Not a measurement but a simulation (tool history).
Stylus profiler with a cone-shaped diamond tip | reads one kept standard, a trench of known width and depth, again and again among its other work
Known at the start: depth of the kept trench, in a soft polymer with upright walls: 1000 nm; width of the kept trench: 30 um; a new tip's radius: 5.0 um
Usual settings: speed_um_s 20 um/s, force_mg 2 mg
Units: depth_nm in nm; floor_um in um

Run 1, hour 0: usual settings. Result: depth_nm 1009.13 nm, floor_um 21.57 um.
Run 2, hour 51.2: usual settings. Result: depth_nm 1009.18 nm, floor_um 21.47 um.
Run 3, hour 167.5: usual settings. Result: depth_nm 1009.19 nm, floor_um 21.39 um.
Run 4, hour 221.1: usual settings but speed_um_s 50 um/s. Result: depth_nm 1009.4 nm, floor_um 21.29 um.
Run 5, hour 324: usual settings but speed_um_s 50 um/s. Result: depth_nm 1009 nm, floor_um 21.27 um.
Run 6, hour 410.7: usual settings. Result: depth_nm 1008.99 nm, floor_um 21.24 um.
Run 7, hour 457.6: usual settings. Result: depth_nm 1008.71 nm, floor_um 21.24 um.
Run 8, hour 570.1: usual settings but speed_um_s 30 um/s, force_mg 2.93 mg. Result: depth_nm 1012.54 nm, floor_um 21.09 um.
Run 9, hour 635.4: usual settings but speed_um_s 42 um/s, force_mg 2.93 mg. Result: depth_nm 1012.54 nm, floor_um 21.09 um.
At hour 717.6: height scale calibrated on a step standard.
Run 10, hour 717.6: usual settings but speed_um_s 10 um/s, force_mg 5.12 mg. Result: depth_nm 1022.9 nm, floor_um 21.06 um.
Run 11, hour 765: usual settings but speed_um_s 10 um/s, force_mg 5.12 mg. Result: depth_nm 1022.29 nm, floor_um 20.97 um.
Run 12, hour 880.2: usual settings but speed_um_s 25 um/s, force_mg 1.87 mg. Result: depth_nm 1011.55 nm, floor_um 20.82 um.
Run 13, hour 979.7: usual settings but speed_um_s 19 um/s, force_mg 5.48 mg. Result: depth_nm 1023.49 nm, floor_um 20.8 um.
Run 14, hour 1033.9: usual settings but speed_um_s 10 um/s, force_mg 2.17 mg. Result: depth_nm 1012.38 nm, floor_um 20.76 um.

Forecast each of these 5 alternatives for the next run:
Run A, hour 1113.3: usual settings but force_mg 2.03 mg. Result: depth_nm ?, floor_um ?.
Run B, hour 1113.3: usual settings but speed_um_s 23 um/s, force_mg 1.2 mg. Result: depth_nm ?, floor_um ?.
Run C, hour 1113.3: usual settings but speed_um_s 10 um/s, force_mg 1.68 mg. Result: depth_nm ?, floor_um ?.
Run D, hour 1113.3: usual settings but speed_um_s 9 um/s, force_mg 1.62 mg. Result: depth_nm ?, floor_um ?.
Run E, hour 1113.3: usual settings but speed_um_s 66 um/s, force_mg 5 mg. Result: depth_nm ?, floor_um ?.

run  depth_nm  floor_um
  A   1011.43     20.68
  B   1008.38     20.66
  C   1010.42     20.68
  D   1010.18      20.7
  E   1022.27     20.61
Without the tool's hidden state the same runs would have given:
run  depth_nm  floor_um
  A   1011.93     23.95
  B   1008.88     23.94
  C   1010.92     23.96
  D   1010.68     23.98
  E   1022.78     23.88

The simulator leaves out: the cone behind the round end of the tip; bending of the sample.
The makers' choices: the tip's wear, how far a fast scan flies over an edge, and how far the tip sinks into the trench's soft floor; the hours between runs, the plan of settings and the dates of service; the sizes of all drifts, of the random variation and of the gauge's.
